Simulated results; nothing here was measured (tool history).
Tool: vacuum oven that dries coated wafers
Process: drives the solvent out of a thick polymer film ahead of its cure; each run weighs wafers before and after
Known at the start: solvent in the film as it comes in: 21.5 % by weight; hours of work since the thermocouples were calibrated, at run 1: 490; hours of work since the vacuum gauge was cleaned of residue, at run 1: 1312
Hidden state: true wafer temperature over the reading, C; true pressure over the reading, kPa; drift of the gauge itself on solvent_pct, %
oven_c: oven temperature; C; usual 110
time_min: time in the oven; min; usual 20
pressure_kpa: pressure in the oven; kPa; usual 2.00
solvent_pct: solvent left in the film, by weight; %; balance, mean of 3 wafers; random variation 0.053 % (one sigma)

run	hour	oven_c	time_min	pressure_kpa	hours of work since the thermocouples were calibrated	hours of work since the vacuum gauge was cleaned of residue	solvent_pct
1	0.0	110	20	2.00	490	1312	1.75
2	68.6	110	20	2.00	545	1367	1.74
3	138.5	110	20	2.00	600	1422	1.85
4	197.4	110	20	2.00	647	1469	1.74
5	290.5	110	20	2.00	721	1543	1.93
6	396.3	110	20	2.00	805	1627	1.82
7	468.4	110	20	2.00	862	1684	1.88
8	532.1	110	34	2.00	913	1735	1.06
9	583.7	110	20	2.00	954	1776	1.81
10	661.3	110	20	2.00	1016	1837	1.82
11	712.3	110	20	2.40	1056	1878	2.11
12	819.5	110	20	2.40	1141	1963	2.00
# hour 884.9: oven's thermocouples calibrated
13	903.7	110	20	2.40	15	2028	2.06
14	992.8	110	20	2.40	86	2099	1.99
15	1063.0	125	32	2.68	141	2155	0.94
16	1178.3	96	18	3.97	233	2246	7.02
17	1286.9	96	18	3.97	319	2333	7.21
18	1349.8	125	20	4.76	369	2382	1.65
19	1472.6	125	20	4.76	467	2480	1.59
20	1580.8	115	14	4.43	553	2566	3.03
21	1696.8	110	23	1.26	645	2658	1.12
22	1758.0	110	12	2.00	693	2707	3.57
23	1843.4	110	19	1.90	761	2774	1.93

Run 24 comes next. What will it give?
24	1899.5	110	19	1.90	806	2819	?

{"run 24": {"solvent_pct": 2.01}}
Without the tool's hidden state the same run would have given solvent_pct 1.98 %.
